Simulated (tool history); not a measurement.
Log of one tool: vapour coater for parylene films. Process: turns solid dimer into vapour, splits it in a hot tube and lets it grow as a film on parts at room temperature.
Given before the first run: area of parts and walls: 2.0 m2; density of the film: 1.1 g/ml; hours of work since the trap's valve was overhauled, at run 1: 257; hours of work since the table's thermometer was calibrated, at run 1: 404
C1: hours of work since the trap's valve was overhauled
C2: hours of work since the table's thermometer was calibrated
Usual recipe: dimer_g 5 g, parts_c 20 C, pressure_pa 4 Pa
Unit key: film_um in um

Run 1, hour 0: usual settings; C1 257; C2 404. Result: film_um 1.614 um.
Run 2, hour 42.4: usual settings; C1 277; C2 424. Result: film_um 1.617 um.
Run 3, hour 101.4: usual settings but dimer_g 2 g; C1 305; C2 453. Result: film_um 0.648 um.
Run 4, hour 158.8: usual settings but dimer_g 2 g; C1 333; C2 480. Result: film_um 0.644 um.
Run 5, hour 198.8: usual settings but dimer_g 2 g; C1 352; C2 499. Result: film_um 0.651 um.
Run 6, hour 234.3: usual settings; C1 369; C2 516. Result: film_um 1.625 um.
Run 7, hour 319.7: usual settings but pressure_pa 2.13 Pa; C1 410; C2 557. Result: film_um 1.813 um.
At hour 384.8: trap's valve overhauled.
Run 8, hour 387.1: usual settings but pressure_pa 2.04 Pa; C1 1; C2 588. Result: film_um 1.825 um.
Run 9, hour 430.6: usual settings but pressure_pa 2.04 Pa; C1 22; C2 609. Result: film_um 1.822 um.
Run 10, hour 499.3: usual settings but pressure_pa 2.04 Pa; C1 55; C2 642. Result: film_um 1.822 um.
Run 11, hour 548.5: usual settings but pressure_pa 2.04 Pa; C1 79; C2 665. Result: film_um 1.835 um.
Run 12, hour 603.3: usual settings but parts_c 15 C; C1 105; C2 691. Result: film_um 1.995 um.
Run 13, hour 640.7: usual settings; C1 123; C2 709. Result: film_um 1.656 um.
Run 14, hour 716.5: usual settings; C1 159; C2 746. Result: film_um 1.645 um.
Run 15, hour 774.7: usual settings but dimer_g 2 g, parts_c 15 C, pressure_pa 6.24 Pa; C1 187; C2 774. Result: film_um 0.748 um.
Run 16, hour 860.6: usual settings but dimer_g 7 g, parts_c 29 C, pressure_pa 4.28 Pa; C1 228; C2 815. Result: film_um 1.61 um.
At hour 868.3: gauge calibrated.
Run 17, hour 923.4: usual settings but dimer_g 6 g, parts_c 29 C, pressure_pa 4.28 Pa; C1 258; C2 845. Result: film_um 1.351 um.
Run 18, hour 968.3: usual settings but dimer_g 6 g, parts_c 14 C, pressure_pa 2.82 Pa; C1 280; C2 867. Result: film_um 2.584 um.
Run 19, hour 1011.9: usual settings but dimer_g 4 g, parts_c 14 C, pressure_pa 2.82 Pa; C1 301; C2 887. Result: film_um 1.723 um.
Run 20, hour 1082.1: usual settings but dimer_g 2 g, parts_c 13 C, pressure_pa 5.4 Pa; C1 334; C2 921. Result: film_um 0.803 um.
Run 21, hour 1131.8: usual settings but dimer_g 2 g, parts_c 13 C, pressure_pa 5.4 Pa; C1 358; C2 945. Result: film_um 0.812 um.
Run 22, hour 1211.1: usual settings but dimer_g 3 g, parts_c 18 C, pressure_pa 4.9 Pa; C1 396; C2 983. Result: film_um 1.035 um.
Run 23, hour 1277.9: usual settings but dimer_g 2 g, parts_c 17 C, pressure_pa 4.18 Pa; C1 428; C2 1015. Result: film_um 0.73 um.
At hour 1304.9: trap's valve overhauled.
Run 24, hour 1349.2: usual settings but dimer_g 8 g, parts_c 24 C, pressure_pa 6.37 Pa; C1 21; C2 1047. Result: film_um 2.091 um.
Run 25, hour 1400.3: usual settings but dimer_g 3 g, parts_c 28 C, pressure_pa 6.37 Pa; C1 46; C2 1072. Result: film_um 0.669 um.
Run 26, hour 1435.7: usual settings but dimer_g 3 g, parts_c 28 C, pressure_pa 6.37 Pa; C1 63; C2 1089. Result: film_um 0.671 um.
Run 27, hour 1509.9: usual settings but dimer_g 3 g, parts_c 28 C, pressure_pa 10.55 Pa; C1 98; C2 1124. Result: film_um 0.618 um.
Run 28, hour 1549.5: usual settings but dimer_g 4 g, parts_c 13 C, pressure_pa 5.05 Pa; C1 117; C2 1143. Result: film_um 1.669 um.

What differs in the tool's unlogged condition from the final listed run ahead of each entry between runs to the first listed run following it?
From run 7 to run 8: trap's valve overhauled (hour 384.8)
  vapour lost through the trap's worn valve, %: 0.1 -> 0; drift of the gauge itself on film_um, %: 1.09 -> 1.31
  what was measured, less what the result would be without the hidden state, film_um: +0.018 -> +0.024 um
From run 16 to run 17: gauge calibrated (hour 868.3)
  drift of the gauge itself on film_um, %: 2.93 -> 0.19
  what was measured, less what the result would be without the hidden state, film_um: +0.045 -> +0.002 um
From run 23 to run 24: trap's valve overhauled (hour 1304.9)
  vapour lost through the trap's worn valve, %: 0.1 -> 0; drift of the gauge itself on film_um, %: 1.4 -> 1.63
  what was measured, less what the result would be without the hidden state, film_um: +0.009 -> +0.034 um

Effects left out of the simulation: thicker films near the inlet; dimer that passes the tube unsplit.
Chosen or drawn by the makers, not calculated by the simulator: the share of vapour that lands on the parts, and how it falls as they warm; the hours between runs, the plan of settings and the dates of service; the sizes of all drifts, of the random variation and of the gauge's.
